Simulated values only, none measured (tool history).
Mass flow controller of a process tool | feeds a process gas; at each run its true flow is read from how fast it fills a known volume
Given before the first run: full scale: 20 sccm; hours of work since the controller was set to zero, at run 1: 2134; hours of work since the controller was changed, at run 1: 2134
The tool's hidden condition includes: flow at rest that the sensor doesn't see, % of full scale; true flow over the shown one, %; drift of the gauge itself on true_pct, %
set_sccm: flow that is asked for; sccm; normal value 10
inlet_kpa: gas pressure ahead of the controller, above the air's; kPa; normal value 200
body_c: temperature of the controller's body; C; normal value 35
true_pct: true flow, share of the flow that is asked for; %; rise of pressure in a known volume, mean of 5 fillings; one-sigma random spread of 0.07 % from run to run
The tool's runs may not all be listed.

| run | day | set_sccm | inlet_kpa | body_c | hours of work since the controller was set to zero | hours of work since the controller was changed | true_pct |
|---|---|---|---|---|---|---|---|
| 1 | 0.000 | 10 | 200 | 35 | 2134 | 2134 | 98.69 |
| 2 | 21.488 | 10 | 200 | 35 | 2460 | 2460 | 98.54 |
| 3 | 43.183 | 10 | 200 | 35 | 2789 | 2789 | 98.68 |
| 4 | 65.208 | 12 | 200 | 35 | 3122 | 3122 | 98.75 |
| 5 | 83.133 | 12 | 200 | 35 | 3394 | 3394 | 98.56 |
| 6 | 96.196 | 10 | 200 | 35 | 3592 | 3592 | 98.50 |
| 7 | 105.692 | 10 | 200 | 35 | 3736 | 3736 | 98.58 |
| 8 | 115.546 | 10 | 200 | 35 | 3885 | 3885 | 98.34 |
| 9 | 136.583 | 10 | 200 | 21 | 4204 | 4204 | 99.13 |
| 10 | 156.304 | 10 | 200 | 21 | 4503 | 4503 | 99.09 |
| 11 | 176.650 | 7 | 200 | 35 | 4812 | 4812 | 98.24 |
| 12 | 196.304 | 7 | 200 | 35 | 5110 | 5110 | 98.13 |
| 13 | 215.992 | 7 | 200 | 35 | 5408 | 5408 | 97.95 |
| 14 | 229.217 | 10 | 200 | 35 | 5608 | 5608 | 98.11 |
| 15 | 245.071 | 10 | 200 | 35 | 5849 | 5849 | 98.28 |
| 16 | 260.954 | 10 | 200 | 34 | 6089 | 6089 | 98.23 |
| 17 | 274.846 | 4 | 200 | 35 | 6300 | 6300 | 97.60 |
| 18 | 295.854 | 4 | 200 | 35 | 6618 | 6618 | 97.59 |
| 19 | 310.254 | 4 | 200 | 35 | 6837 | 6837 | 97.59 |
| 20 | 330.679 | 4 | 200 | 35 | 7146 | 7146 | 97.68 |
| 21 | 342.304 | 4 | 200 | 35 | 7323 | 7323 | 97.50 |
| 22 | 354.504 | 10 | 200 | 32 | 7507 | 7507 | 98.07 |
| 23 | 368.017 | 10 | 200 | 32 | 7712 | 7712 | 98.00 |
| 24 | 382.262 | 10 | 200 | 32 | 7928 | 7928 | 97.97 |
| 25 | 398.742 | 13 | 265 | 23 | 8178 | 8178 | 99.12 |
| 26 | 409.008 | 6 | 277 | 23 | 8334 | 8334 | 98.59 |
| 27 | 419.350 | 12 | 172 | 28 | 8490 | 8490 | 98.05 |
| 28 | 442.004 | 12 | 172 | 28 | 8834 | 8834 | 97.91 |
|  | 451.417 | controller's zero set anew |
| 29 | 459.375 | 12 | 172 | 28 | 121 | 9097 | 97.98 |
| 30 | 470.296 | 12 | 149 | 21 | 286 | 9262 | 97.99 |
| 31 | 486.696 | 9 | 265 | 34 | 535 | 9511 | 97.97 |
| 32 | 500.146 | 9 | 265 | 34 | 739 | 9715 | 98.02 |
|  | 515.158 | controller exchanged for a calibrated one |
| 33 | 516.946 | 10 | 214 | 24 | 27 | 27 | 98.17 |
| 34 | 536.171 | 19 | 200 | 35 | 319 | 319 | 98.23 |
| 35 | 557.267 | 19 | 200 | 35 | 638 | 638 | 98.03 |
| 36 | 570.167 | 19 | 200 | 35 | 834 | 834 | 98.00 |
| 37 | 585.450 | 19 | 200 | 35 | 1065 | 1065 | 98.00 |
| 38 | 606.817 | 6 | 141 | 35 | 1389 | 1389 | 96.56 |
| 39 | 629.933 | 6 | 182 | 27 | 1740 | 1740 | 97.37 |
| 40 | 641.254 | 6 | 182 | 27 | 1911 | 1911 | 97.24 |
| 41 | 651.046 | 10 | 173 | 27 | 2060 | 2060 | 97.46 |
|  | 653.233 | gauge calibrated |
| 42 | 661.821 | 6 | 186 | 29 | 2223 | 2223 | 98.59 |

Alternative continuations, all from the tool just after run 42; predict every row:
| A | 683.838 | 12 | 188 | 22 | 2557 | 2557 | ? |
| B | 683.838 | 12 | 240 | 30 | 2557 | 2557 | ? |
| C | 683.838 | 7 | 151 | 38 | 2557 | 2557 | ? |
| D | 683.838 | 6 | 165 | 34 | 2557 | 2557 | ? |

| run | true_pct |
|---|---|
| A | 99.52 |
| B | 99.39 |
| C | 98.05 |
| D | 98.11 |
Stripped of hidden state, with their random variation kept, the same runs would have yielded:
| run | true_pct |
|---|---|
| A | 99.60 |
| B | 99.46 |
| C | 98.12 |
| D | 98.18 |
